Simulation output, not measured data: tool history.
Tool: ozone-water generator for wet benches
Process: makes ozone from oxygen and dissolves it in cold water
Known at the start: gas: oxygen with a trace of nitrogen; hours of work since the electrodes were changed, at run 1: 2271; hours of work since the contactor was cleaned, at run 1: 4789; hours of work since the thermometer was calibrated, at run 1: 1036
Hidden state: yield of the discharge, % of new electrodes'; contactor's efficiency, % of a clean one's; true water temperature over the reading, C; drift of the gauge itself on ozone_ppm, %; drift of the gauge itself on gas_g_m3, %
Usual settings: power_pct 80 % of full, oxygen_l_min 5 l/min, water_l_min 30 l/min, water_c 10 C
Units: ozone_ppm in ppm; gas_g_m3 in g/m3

| run | hour | power_pct | oxygen_l_min | water_l_min | water_c | hours of work since the electrodes were changed | hours of work since the contactor was cleaned | hours of work since the thermometer was calibrated | ozone_ppm | gas_g_m3 |
|---|---|---|---|---|---|---|---|---|---|---|
| 1 | 0 | 80 | 5 | 30 | 10 | 2271 | 4789 | 1036 | 16.9 | 231.5 |
| 2 | 45.7 | 80 | 5 | 30 | 10 | 2316 | 4834 | 1081 | 16.9 | 233.4 |
| 3 | 96.6 | 80 | 5 | 24 | 10 | 2366 | 4884 | 1131 | 20.9 | 232.9 |
| 4 | 139.5 | 80 | 5 | 24 | 10 | 2408 | 4927 | 1173 | 21.2 | 230.9 |
| 5 | 191.9 | 80 | 5 | 24 | 10 | 2460 | 4978 | 1225 | 21 | 232.8 |
| 6 | 232.8 | 80 | 6.02 | 30 | 10 | 2500 | 5019 | 1265 | 17.5 | 215.8 |
| 7 | 279.8 | 80 | 6.02 | 30 | 10 | 2547 | 5065 | 1311 | 17.7 | 216.7 |
| 8 | 326.2 | 80 | 5 | 30 | 10 | 2592 | 5111 | 1357 | 16.8 | 232.5 |
|  | 334.1 | contactor cleaned |
| 9 | 373.5 | 48 | 5 | 30 | 10 | 2635 | 39 | 1400 | 13.5 | 176 |
| 10 | 404.2 | 48 | 5 | 30 | 10 | 2665 | 69 | 1430 | 13.6 | 176.5 |
| 11 | 438.8 | 80 | 5.37 | 30 | 10 | 2699 | 103 | 1464 | 18.2 | 225 |
| 12 | 476.5 | 80 | 5.37 | 30 | 10 | 2737 | 140 | 1501 | 18 | 225.2 |
| 13 | 526.5 | 80 | 5 | 30 | 10 | 2786 | 190 | 1550 | 17.4 | 230.5 |
| 14 | 553.7 | 80 | 5 | 30 | 10 | 2813 | 216 | 1577 | 17.6 | 229 |
| 15 | 578.2 | 80 | 5 | 30 | 11 | 2837 | 241 | 1601 | 17.2 | 231.8 |
| 16 | 629.2 | 80 | 5 | 29 | 10 | 2887 | 291 | 1652 | 18.3 | 229.2 |
| 17 | 675.7 | 80 | 5 | 29 | 10 | 2933 | 337 | 1697 | 18.1 | 228.5 |
| 18 | 707.1 | 80 | 5 | 29 | 10 | 2964 | 368 | 1728 | 18.2 | 230.5 |
| 19 | 735.3 | 80 | 5.18 | 34 | 10 | 2992 | 395 | 1756 | 15.7 | 226.5 |
| 20 | 781.2 | 80 | 5.18 | 34 | 6 | 3037 | 441 | 1801 | 16.1 | 225.9 |
| 21 | 807.4 | 80 | 5.18 | 34 | 6 | 3063 | 466 | 1827 | 16.1 | 225.9 |
| 22 | 832.5 | 80 | 8.59 | 43 | 7 | 3087 | 491 | 1852 | 14.9 | 184.2 |
| 23 | 877 | 51 | 8.59 | 26 | 7 | 3131 | 535 | 1896 | 19 | 148.8 |
| 24 | 927.2 | 51 | 8.59 | 26 | 7 | 3181 | 584 | 1945 | 18.6 | 148.2 |
| 25 | 956.6 | 60 | 5 | 30 | 10 | 3210 | 613 | 1974 | 14.8 | 197.7 |
| 26 | 1010.3 | 80 | 7.91 | 30 | 10 | 3263 | 666 | 2027 | 19.5 | 191.8 |
| 27 | 1054.4 | 80 | 7.91 | 30 | 5 | 3306 | 710 | 2071 | 20.9 | 192.6 |
| 28 | 1085.6 | 45 | 3.23 | 22 | 7 | 3337 | 741 | 2101 | 15.2 | 200.1 |
| 29 | 1111.8 | 45 | 3.23 | 41 | 7 | 3363 | 766 | 2127 | 7.6 | 202.8 |
| 30 | 1156.5 | 45 | 3.23 | 41 | 7 | 3407 | 810 | 2171 | 7.8 | 200.6 |
| 31 | 1206.1 | 45 | 3.23 | 41 | 7 | 3456 | 859 | 2220 | 7.7 | 201.5 |
| 32 | 1262.5 | 45 | 3.23 | 41 | 7 | 3511 | 915 | 2276 | 7.7 | 200.7 |
| 33 | 1318.4 | 45 | 3.23 | 41 | 7 | 3566 | 970 | 2331 | 7.6 | 197.9 |

Forecast each of these 3 alternatives for the next run:
| A | 1364.2 | 96 | 5 | 36 | 11 | 3611 | 1015 | 2376 | ? | ? |
| B | 1364.2 | 41 | 3.23 | 20 | 7 | 3611 | 1015 | 2376 | ? | ? |
| C | 1364.2 | 61 | 8.73 | 30 | 10 | 3611 | 1015 | 2376 | ? | ? |

| run | ozone_ppm | gas_g_m3 |
|---|---|---|
| A | 15.8 | 252.2 |
| B | 16 | 192.8 |
| C | 17.2 | 160.1 |
Without the tool's hidden state the same runs would have given:
| run | ozone_ppm | gas_g_m3 |
|---|---|---|
| A | 17.1 | 269.4 |
| B | 16.9 | 200.7 |
| C | 18.4 | 168.6 |
